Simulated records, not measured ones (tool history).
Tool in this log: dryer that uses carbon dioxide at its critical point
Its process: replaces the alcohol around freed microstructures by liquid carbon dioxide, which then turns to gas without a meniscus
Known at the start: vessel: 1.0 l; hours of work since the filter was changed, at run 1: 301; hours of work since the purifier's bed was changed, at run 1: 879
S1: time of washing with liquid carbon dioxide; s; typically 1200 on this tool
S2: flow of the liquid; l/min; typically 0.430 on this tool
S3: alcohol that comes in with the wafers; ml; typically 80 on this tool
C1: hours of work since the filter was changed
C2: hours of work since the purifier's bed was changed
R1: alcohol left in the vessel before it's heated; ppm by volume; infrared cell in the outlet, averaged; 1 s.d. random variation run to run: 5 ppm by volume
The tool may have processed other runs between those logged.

Run 1, hour 0.0: usual settings; C1 301; C2 879. Result: R1 117 ppm by volume.
Run 2, hour 26.6: usual settings; C1 316; C2 894. Result: R1 123 ppm by volume.
Run 3, hour 59.6: usual settings but S3 40 ml; C1 334; C2 913. Result: R1 99 ppm by volume.
Run 4, hour 77.4: usual settings but S3 66 ml; C1 344; C2 923. Result: R1 113 ppm by volume.
Run 5, hour 116.0: usual settings but S3 66 ml; C1 366; C2 944. Result: R1 122 ppm by volume.
Run 6, hour 145.1: usual settings but S3 27 ml; C1 382; C2 961. Result: R1 99 ppm by volume.
Run 7, hour 174.8: usual settings but S3 27 ml; C1 399; C2 977. Result: R1 115 ppm by volume.
Run 8, hour 197.6: usual settings but S2 0.611 l/min; C1 412; C2 990. Result: R1 91 ppm by volume.
Run 9, hour 213.6: usual settings but S2 0.611 l/min; C1 421; C2 999. Result: R1 91 ppm by volume.
Run 10, hour 232.5: usual settings but S3 84 ml; C1 431; C2 1010. Result: R1 137 ppm by volume.
Run 11, hour 266.0: usual settings but S3 84 ml; C1 450; C2 1029. Result: R1 151 ppm by volume.
Run 12, hour 296.6: usual settings but S3 84 ml; C1 467; C2 1046. Result: R1 140 ppm by volume.
Run 13, hour 329.4: usual settings but S3 84 ml; C1 486; C2 1064. Result: R1 141 ppm by volume.
Run 14, hour 356.9: usual settings but S2 0.488 l/min, S3 83 ml; C1 501; C2 1080. Result: R1 122 ppm by volume.
Run 15, hour 386.8: usual settings but S1 900 s, S2 0.506 l/min, S3 22 ml; C1 518; C2 1096. Result: R1 135 ppm by volume.
Run 16, hour 424.1: usual settings but S1 900 s, S2 0.506 l/min, S3 22 ml; C1 539; C2 1117. Result: R1 134 ppm by volume.
Run 17, hour 462.3: usual settings but S2 0.301 l/min, S3 54 ml; C1 560; C2 1139. Result: R1 424 ppm by volume.
Run 18, hour 487.2: usual settings but S1 840 s, S2 0.292 l/min; C1 574; C2 1153. Result: R1 2515 ppm by volume.
Run 19, hour 510.8: usual settings but S1 720 s, S2 0.649 l/min; C1 588; C2 1166. Result: R1 241 ppm by volume.
At hour 514.6: inlet filter changed.
Run 20, hour 540.1: usual settings but S1 900 s, S2 0.339 l/min, S3 69 ml; C1 14; C2 1182. Result: R1 631 ppm by volume.
Run 21, hour 557.1: usual settings but S1 900 s, S2 0.339 l/min, S3 69 ml; C1 24; C2 1191. Result: R1 635 ppm by volume.
Run 22, hour 576.5: usual settings but S1 1560 s; C1 35; C2 1202. Result: R1 108 ppm by volume.

The next listed run, before its measurement:
At hour 584.5: purifier's bed changed.
Run 23, hour 603.7: usual settings but S1 1560 s; C1 48; C2 11. Result: R1 ?.

{"run 23": {"R1": 7}}
Take away the tool's hidden state, keep the run-to-run variation as it was, and the same run would have given R1 5 ppm by volume.
